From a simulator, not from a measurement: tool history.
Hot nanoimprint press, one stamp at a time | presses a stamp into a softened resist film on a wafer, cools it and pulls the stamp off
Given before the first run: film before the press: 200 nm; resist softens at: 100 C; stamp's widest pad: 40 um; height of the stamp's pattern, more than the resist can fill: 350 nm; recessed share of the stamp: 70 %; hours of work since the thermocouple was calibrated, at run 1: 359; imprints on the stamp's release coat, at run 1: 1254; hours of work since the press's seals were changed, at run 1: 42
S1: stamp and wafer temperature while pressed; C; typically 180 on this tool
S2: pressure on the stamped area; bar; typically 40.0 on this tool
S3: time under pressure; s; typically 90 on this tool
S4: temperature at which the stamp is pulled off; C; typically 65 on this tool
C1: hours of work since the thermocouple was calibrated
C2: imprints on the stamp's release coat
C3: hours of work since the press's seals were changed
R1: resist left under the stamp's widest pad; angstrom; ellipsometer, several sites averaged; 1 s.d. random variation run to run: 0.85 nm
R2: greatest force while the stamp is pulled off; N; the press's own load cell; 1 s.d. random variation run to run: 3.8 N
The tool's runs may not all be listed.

| run | hour | S1 | S2 | S3 | S4 | C1 | C2 | C3 | R1 | R2 |
|---|---|---|---|---|---|---|---|---|---|---|
| 1 | 0.0 | 180 | 40.0 | 90 | 65 | 359 | 1254 | 42 | 1176 | 228 |
| 2 | 8.3 | 180 | 40.0 | 90 | 65 | 362 | 1279 | 45 | 1178 | 235 |
| 3 | 19.6 | 180 | 40.0 | 90 | 65 | 368 | 1314 | 51 | 1191 | 235 |
| 4 | 28.2 | 180 | 40.0 | 90 | 65 | 372 | 1340 | 55 | 1187 | 229 |
| 5 | 38.6 | 180 | 26.9 | 90 | 65 | 376 | 1372 | 59 | 1403 | 246 |
| 6 | 50.6 | 180 | 26.9 | 90 | 64 | 382 | 1409 | 65 | 1375 | 238 |
| 7 | 61.2 | 180 | 26.9 | 90 | 64 | 387 | 1441 | 70 | 1389 | 259 |
| 8 | 68.6 | 180 | 34.9 | 90 | 65 | 390 | 1464 | 73 | 1259 | 242 |
| 9 | 74.1 | 180 | 34.9 | 90 | 65 | 393 | 1480 | 76 | 1253 | 253 |
| 10 | 80.0 | 181 | 34.9 | 90 | 65 | 395 | 1499 | 78 | 1219 | 234 |
| 11 | 92.0 | 181 | 34.9 | 90 | 65 | 401 | 1535 | 84 | 1221 | 242 |
| 12 | 104.2 | 181 | 34.9 | 90 | 65 | 407 | 1572 | 90 | 1219 | 249 |
|  | 108.1 | plate thermocouple calibrated |
| 13 | 115.0 | 180 | 40.0 | 90 | 65 | 3 | 1597 | 93 | 1202 | 251 |
| 14 | 127.4 | 180 | 40.0 | 90 | 69 | 9 | 1634 | 99 | 1195 | 229 |
| 15 | 135.6 | 180 | 40.0 | 90 | 69 | 13 | 1659 | 103 | 1194 | 227 |
| 16 | 141.9 | 180 | 40.0 | 90 | 56 | 16 | 1679 | 106 | 1188 | 311 |
| 17 | 152.8 | 180 | 40.0 | 90 | 56 | 21 | 1712 | 111 | 1189 | 316 |
|  | 158.2 | plate thermocouple calibrated, once more |
| 18 | 163.5 | 180 | 52.1 | 90 | 72 | 2 | 1736 | 114 | 1003 | 202 |
| 19 | 171.6 | 180 | 52.1 | 90 | 72 | 6 | 1760 | 118 | 994 | 199 |
| 20 | 183.2 | 180 | 52.1 | 90 | 72 | 11 | 1796 | 123 | 990 | 197 |
| 21 | 190.7 | 183 | 52.1 | 112 | 72 | 15 | 1819 | 127 | 858 | 204 |
| 22 | 202.5 | 183 | 52.1 | 112 | 72 | 20 | 1855 | 132 | 859 | 198 |
| 23 | 212.4 | 180 | 51.0 | 47 | 65 | 25 | 1885 | 137 | 1247 | 245 |
| 24 | 220.4 | 180 | 43.6 | 127 | 51 | 29 | 1910 | 140 | 993 | 351 |
| 25 | 231.6 | 180 | 45.9 | 128 | 65 | 34 | 1944 | 145 | 957 | 254 |
| 26 | 241.9 | 189 | 42.0 | 90 | 65 | 38 | 1975 | 150 | 887 | 255 |
| 27 | 248.4 | 189 | 42.0 | 90 | 65 | 42 | 1996 | 153 | 885 | 263 |
|  | 255.3 | stamp cleaned and given a new release coat |
| 28 | 260.8 | 180 | 40.0 | 94 | 65 | 44 | 17 | 156 | 1135 | 189 |
| 29 | 272.6 | 180 | 40.0 | 83 | 60 | 50 | 53 | 162 | 1168 | 202 |
| 30 | 283.8 | 168 | 29.6 | 84 | 73 | 55 | 87 | 167 | 1651 | 144 |

Across each entry between runs, compare the hidden state at the last listed run before it with the hidden state at the first listed run after it:
Between runs 12 and 13: plate thermocouple calibrated (hour 108.1)
  true temperature over the reading, C: -1.37 -> -1.56; pressure that arrives at the usual setting, %: 99.43 -> 99.41; grip of the stamp's worn release coat, % over a new coat's: 30.5 -> 31.1
  measured result minus the result with no hidden state, R1: +42 -> +48 angstrom; R2: +65 -> +68 N
Between runs 17 and 18: plate thermocouple calibrated, once more (hour 158.2)
  true temperature over the reading, C: -1.62 -> 0.28; pressure that arrives at the usual setting, %: 99.32 -> 99.3; grip of the stamp's worn release coat, % over a new coat's: 33.4 -> 33.9
  measured result minus the result with no hidden state, R1: +51 -> -3 angstrom; R2: +87 -> +50 N
Between runs 27 and 28: stamp cleaned and given a new release coat (hour 255.3)
  true temperature over the reading, C: 0.14 -> 0.13; pressure that arrives at the usual setting, %: 99.08 -> 99.06; grip of the stamp's worn release coat, % over a new coat's: 39.3 -> 0.3
  measured result minus the result with no hidden state, R1: +1 -> +1 angstrom; R2: +74 -> +0 N
